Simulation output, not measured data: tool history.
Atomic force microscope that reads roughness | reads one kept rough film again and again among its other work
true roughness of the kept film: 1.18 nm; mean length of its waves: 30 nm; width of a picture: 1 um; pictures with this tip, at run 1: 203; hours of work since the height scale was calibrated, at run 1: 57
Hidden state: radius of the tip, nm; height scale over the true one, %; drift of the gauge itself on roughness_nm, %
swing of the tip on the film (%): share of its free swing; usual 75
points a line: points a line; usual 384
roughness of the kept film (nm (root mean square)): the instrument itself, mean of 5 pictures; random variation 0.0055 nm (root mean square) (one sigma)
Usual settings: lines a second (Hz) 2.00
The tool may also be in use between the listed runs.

| run | hour | lines a second (Hz) | swing of the tip on the film (%) | points a line | pictures with this tip | hours of work since the height scale was calibrated | roughness of the kept film (nm (root mean square)) |
|---|---|---|---|---|---|---|---|
| 1 | 0.0 | 2.00 | 75 | 384 | 203 | 57 | 0.873 |
| 2 | 6.7 | 2.00 | 75 | 384 | 217 | 62 | 0.887 |
|  | 11.7 | new tip fitted |
| 3 | 13.7 | 2.00 | 75 | 384 | 5 | 67 | 0.962 |
| 4 | 22.6 | 2.00 | 75 | 384 | 23 | 74 | 0.956 |
| 5 | 31.9 | 2.00 | 75 | 384 | 43 | 82 | 0.934 |
| 6 | 38.9 | 2.00 | 75 | 384 | 58 | 87 | 0.936 |
| 7 | 45.8 | 2.00 | 75 | 384 | 72 | 93 | 0.920 |
| 8 | 52.9 | 2.00 | 75 | 384 | 88 | 99 | 0.929 |
| 9 | 60.9 | 1.36 | 75 | 866 | 104 | 105 | 0.964 |
| 10 | 68.7 | 1.05 | 81 | 1010 | 121 | 111 | 0.956 |
| 11 | 76.0 | 2.45 | 62 | 739 | 136 | 117 | 0.961 |
| 12 | 80.9 | 2.45 | 62 | 739 | 147 | 121 | 0.956 |
| 13 | 85.4 | 2.00 | 63 | 339 | 156 | 124 | 0.960 |

5 ways to go on from here, each from the tool as it stands after run 13. What would each give?
| A | 92.9 | 1.00 | 75 | 870 | 172 | 130 | ? |
| B | 92.9 | 2.47 | 63 | 284 | 172 | 130 | ? |
| C | 92.9 | 0.55 | 80 | 384 | 172 | 130 | ? |
| D | 92.9 | 1.66 | 59 | 582 | 172 | 130 | ? |
| E | 92.9 | 2.00 | 76 | 339 | 172 | 130 | ? |

| run | roughness of the kept film (nm (root mean square)) |
|---|---|
| A | 0.961 |
| B | 0.937 |
| C | 0.975 |
| D | 0.990 |
| E | 0.889 |
Without the tool's hidden state the same runs would have given:
| run | roughness of the kept film (nm (root mean square)) |
|---|---|
| A | 1.043 |
| B | 1.017 |
| C | 1.059 |
| D | 1.075 |
| E | 0.964 |
